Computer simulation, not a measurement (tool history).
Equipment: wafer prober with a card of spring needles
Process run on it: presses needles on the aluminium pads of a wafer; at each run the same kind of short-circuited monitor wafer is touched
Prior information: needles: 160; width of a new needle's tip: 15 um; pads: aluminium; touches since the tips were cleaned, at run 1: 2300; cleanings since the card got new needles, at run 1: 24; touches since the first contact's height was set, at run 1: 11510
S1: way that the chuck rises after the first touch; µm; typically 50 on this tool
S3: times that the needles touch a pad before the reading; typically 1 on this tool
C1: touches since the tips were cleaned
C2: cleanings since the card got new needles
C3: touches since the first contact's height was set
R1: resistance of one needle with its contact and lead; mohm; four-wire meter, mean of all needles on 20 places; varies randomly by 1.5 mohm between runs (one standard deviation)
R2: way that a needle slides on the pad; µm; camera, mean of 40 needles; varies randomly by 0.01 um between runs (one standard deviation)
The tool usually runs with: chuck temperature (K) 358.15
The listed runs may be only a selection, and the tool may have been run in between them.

{"run": 1, "hour": 0.0, "S1": 50, "chuck temperature (K)": 358.15, "S3": 1, "C1": 2300, "C2": 24, "C3": 11510, "R1": 142, "R2": 8.61}
{"hour": 18.3, "done": "tips cleaned on abrasive film"}
{"run": 2, "hour": 24.5, "S1": 50, "chuck temperature (K)": 358.15, "S3": 1, "C1": 1444, "C2": 25, "C3": 17149, "R1": 142, "R2": 8.6}
{"hour": 46.9, "done": "tips cleaned on abrasive film"}
{"run": 3, "hour": 57.8, "S1": 50, "chuck temperature (K)": 358.15, "S3": 1, "C1": 2503, "C2": 26, "C3": 24792, "R1": 144, "R2": 8.6}
{"hour": 75.6, "done": "tips cleaned on abrasive film"}
{"run": 4, "hour": 89.6, "S1": 50, "chuck temperature (K)": 358.15, "S3": 1, "C1": 3232, "C2": 27, "C3": 32127, "R1": 146, "R2": 8.6}
{"hour": 102.6, "done": "tips cleaned on abrasive film"}
{"run": 5, "hour": 123.5, "S1": 65, "chuck temperature (K)": 358.15, "S3": 1, "C1": 4819, "C2": 28, "C3": 39912, "R1": 142, "R2": 11.16}
{"hour": 130.4, "done": "tips cleaned on abrasive film"}
{"run": 6, "hour": 149.9, "S1": 65, "chuck temperature (K)": 358.15, "S3": 1, "C1": 4503, "C2": 29, "C3": 45996, "R1": 141, "R2": 11.17}
{"hour": 158.4, "done": "tips cleaned on abrasive film"}
{"run": 7, "hour": 182.2, "S1": 49, "chuck temperature (K)": 358.15, "S3": 1, "C1": 5483, "C2": 30, "C3": 53418, "R1": 140, "R2": 8.41}
{"hour": 186.7, "done": "tips cleaned on abrasive film"}
{"hour": 214.1, "done": "tips cleaned on abrasive film"}
{"run": 8, "hour": 219.4, "S1": 50, "chuck temperature (K)": 358.15, "S3": 1, "C1": 1219, "C2": 32, "C3": 61957, "R1": 142, "R2": 8.56}
{"hour": 240.8, "done": "tips cleaned on abrasive film"}
{"run": 9, "hour": 242.5, "S1": 50, "chuck temperature (K)": 358.15, "S3": 1, "C1": 381, "C2": 33, "C3": 67263, "R1": 142, "R2": 8.58}
{"hour": 268.6, "done": "tips cleaned on abrasive film"}
{"run": 10, "hour": 268.6, "S1": 50, "chuck temperature (K)": 358.15, "S3": 1, "C1": 0, "C2": 34, "C3": 73266, "R1": 142, "R2": 8.57}
{"run": 11, "hour": 295.2, "S1": 50, "chuck temperature (K)": 358.15, "S3": 1, "C1": 6139, "C2": 34, "C3": 79405, "R1": 143, "R2": 8.56}
{"hour": 297.4, "done": "tips cleaned on abrasive film"}
{"hour": 314.6, "done": "height of the first contact set anew"}
{"hour": 326.0, "done": "tips cleaned on abrasive film"}
{"run": 12, "hour": 327.4, "S1": 50, "chuck temperature (K)": 358.15, "S3": 1, "C1": 324, "C2": 36, "C3": 2948, "R1": 141, "R2": 8.56}
{"run": 13, "hour": 348.4, "S1": 58, "chuck temperature (K)": 358.15, "S3": 1, "C1": 5162, "C2": 36, "C3": 7786, "R1": 142, "R2": 9.91}
{"hour": 354.3, "done": "tips cleaned on abrasive film"}
{"run": 14, "hour": 373.3, "S1": 33, "chuck temperature (K)": 332.15, "S3": 1, "C1": 4381, "C2": 37, "C3": 13499, "R1": 142, "R2": 5.64}
{"hour": 382.1, "done": "tips cleaned on abrasive film"}
{"run": 15, "hour": 388.9, "S1": 69, "chuck temperature (K)": 310.15, "S3": 1, "C1": 1562, "C2": 38, "C3": 17089, "R1": 134, "R2": 11.78}
{"run": 16, "hour": 405.7, "S1": 69, "chuck temperature (K)": 310.15, "S3": 1, "C1": 5429, "C2": 38, "C3": 20956, "R1": 133, "R2": 11.77}
{"hour": 411.1, "done": "tips cleaned on abrasive film"}
{"run": 17, "hour": 435.5, "S1": 32, "chuck temperature (K)": 358.15, "S3": 2, "C1": 5628, "C2": 39, "C3": 27817, "R1": 149, "R2": 5.47}
{"hour": 439.0, "done": "tips cleaned on abrasive film"}
{"hour": 466.0, "done": "tips cleaned on abrasive film"}
{"run": 18, "hour": 471.2, "S1": 50, "chuck temperature (K)": 303.15, "S3": 1, "C1": 1212, "C2": 41, "C3": 36019, "R1": 136, "R2": 8.52}
{"run": 19, "hour": 488.8, "S1": 50, "chuck temperature (K)": 303.15, "S3": 1, "C1": 5259, "C2": 41, "C3": 40066, "R1": 136, "R2": 8.53}
{"hour": 493.8, "done": "tips cleaned on abrasive film"}
{"run": 20, "hour": 510.2, "S1": 42, "chuck temperature (K)": 305.15, "S3": 1, "C1": 3786, "C2": 42, "C3": 44990, "R1": 134, "R2": 7.16}
{"hour": 522.4, "done": "tips cleaned on abrasive film"}
{"run": 21, "hour": 531.9, "S1": 42, "chuck temperature (K)": 305.15, "S3": 1, "C1": 2174, "C2": 43, "C3": 49964, "R1": 138, "R2": 7.15}
{"run": 22, "hour": 547.2, "S1": 42, "chuck temperature (K)": 305.15, "S3": 2, "C1": 5721, "C2": 43, "C3": 53511, "R1": 136, "R2": 7.14}
{"hour": 552.4, "done": "tips cleaned on abrasive film"}
{"run": 23, "hour": 564.7, "S1": 33, "chuck temperature (K)": 355.15, "S3": 1, "C1": 2838, "C2": 44, "C3": 57512, "R1": 146, "R2": 5.61}
{"hour": 579.9, "done": "tips cleaned on abrasive film"}
{"run": 24, "hour": 598.5, "S1": 38, "chuck temperature (K)": 355.15, "S3": 2, "C1": 4287, "C2": 45, "C3": 65290, "R1": 144, "R2": 6.46}

Branching from run 24: 5 alternative next runs. What would each branch give?
{"hour": 609.8, "done": "tips cleaned on abrasive film"}
{"run": "A", "hour": 626.5, "S1": 43, "chuck temperature (K)": 355.15, "S3": 2, "C1": 3856, "C2": 46, "C3": 71726, "R1": "?", "R2": "?"}
{"hour": 609.8, "done": "tips cleaned on abrasive film"}
{"run": "B", "hour": 626.5, "S1": 38, "chuck temperature (K)": 372.15, "S3": 3, "C1": 3856, "C2": 46, "C3": 71726, "R1": "?", "R2": "?"}
{"hour": 609.8, "done": "tips cleaned on abrasive film"}
{"run": "C", "hour": 626.5, "S1": 31, "chuck temperature (K)": 357.15, "S3": 2, "C1": 3856, "C2": 46, "C3": 71726, "R1": "?", "R2": "?"}
{"hour": 609.8, "done": "tips cleaned on abrasive film"}
{"run": "D", "hour": 626.5, "S1": 50, "chuck temperature (K)": 358.15, "S3": 3, "C1": 3856, "C2": 46, "C3": 71726, "R1": "?", "R2": "?"}
{"hour": 609.8, "done": "tips cleaned on abrasive film"}
{"run": "E", "hour": 626.5, "S1": 50, "chuck temperature (K)": 358.15, "S3": 2, "C1": 3856, "C2": 46, "C3": 71726, "R1": "?", "R2": "?"}

run=A R1=143 R2=7.30
run=B R1=146 R2=6.44
run=C R1=149 R2=5.27
run=D R1=145 R2=8.48
run=E R1=141 R2=8.49
Take away the tool's hidden state, keep each run's random variation, and the runs would have read:
run=A R1=143 R2=7.41
run=B R1=146 R2=6.54
run=C R1=148 R2=5.35
run=D R1=145 R2=8.61
run=E R1=140 R2=8.62
